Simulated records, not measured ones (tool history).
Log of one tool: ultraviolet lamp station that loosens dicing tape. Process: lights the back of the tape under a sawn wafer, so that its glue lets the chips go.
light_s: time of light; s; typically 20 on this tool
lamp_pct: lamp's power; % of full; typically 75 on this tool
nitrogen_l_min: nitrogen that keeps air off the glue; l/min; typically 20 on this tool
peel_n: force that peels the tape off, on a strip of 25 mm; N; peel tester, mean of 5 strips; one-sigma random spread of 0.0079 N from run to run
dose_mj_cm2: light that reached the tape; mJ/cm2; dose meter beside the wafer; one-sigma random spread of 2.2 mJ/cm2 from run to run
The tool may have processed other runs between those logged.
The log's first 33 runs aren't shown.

Run 34, hour 1709.4: usual settings but light_s 24 s, lamp_pct 68 % of full, nitrogen_l_min 9 l/min. Result: peel_n 0.995 N, dose_mj_cm2 146 mJ/cm2.
Run 35, hour 1762.1: usual settings but light_s 24 s, lamp_pct 68 % of full, nitrogen_l_min 9 l/min. Result: peel_n 1.061 N, dose_mj_cm2 136 mJ/cm2.
At hour 1802.7: window cleaned of glue's vapour.
Run 36, hour 1829.7: usual settings but light_s 22 s, lamp_pct 90 % of full, nitrogen_l_min 26 l/min. Result: peel_n 0.292 N, dose_mj_cm2 189 mJ/cm2.
Run 37, hour 1867.3: usual settings but light_s 22 s, lamp_pct 90 % of full, nitrogen_l_min 26 l/min. Result: peel_n 0.314 N, dose_mj_cm2 186 mJ/cm2.
Run 38, hour 1907.4: usual settings but light_s 11 s, lamp_pct 79 % of full, nitrogen_l_min 15 l/min. Result: peel_n 1.875 N, dose_mj_cm2 78 mJ/cm2.
Run 39, hour 1974.9: usual settings but light_s 26 s, nitrogen_l_min 28 l/min. Result: peel_n 0.359 N, dose_mj_cm2 173 mJ/cm2.
Run 40, hour 2029.7: usual settings but light_s 12 s, nitrogen_l_min 6 l/min. Result: peel_n 2.504 N, dose_mj_cm2 74 mJ/cm2.
Run 41, hour 2083.5: usual settings but light_s 12 s, nitrogen_l_min 6 l/min. Result: peel_n 2.601 N, dose_mj_cm2 75 mJ/cm2.
Run 42, hour 2154.4: usual settings but light_s 12 s, nitrogen_l_min 6 l/min. Result: peel_n 2.749 N, dose_mj_cm2 70 mJ/cm2.
Run 43, hour 2190.2: usual settings but nitrogen_l_min 18 l/min. Result: peel_n 0.993 N, dose_mj_cm2 114 mJ/cm2.

Each row is a separate what-if for the run after 43, all from the same tool condition, not one after another. Results?
Run A, hour 2256.9: usual settings but lamp_pct 97 % of full, nitrogen_l_min 11 l/min. Result: peel_n ?, dose_mj_cm2 ?.
Run B, hour 2256.9: usual settings but light_s 19 s, nitrogen_l_min 18 l/min. Result: peel_n ?, dose_mj_cm2 ?.
Run C, hour 2256.9: usual settings but nitrogen_l_min 6 l/min. Result: peel_n ?, dose_mj_cm2 ?.
Run D, hour 2256.9: usual settings but light_s 18 s, lamp_pct 85 % of full, nitrogen_l_min 7 l/min. Result: peel_n ?, dose_mj_cm2 ?.

run  peel_n  dose_mj_cm2
  A   0.910          142
  B   1.167          102
  C   1.795          110
  D   1.593          111
Stripped of hidden state, with their random variation kept, the same runs would have yielded:
run  peel_n  dose_mj_cm2
  A   0.259          253
  B   0.368          185
  C   0.728          197
  D   0.614          199
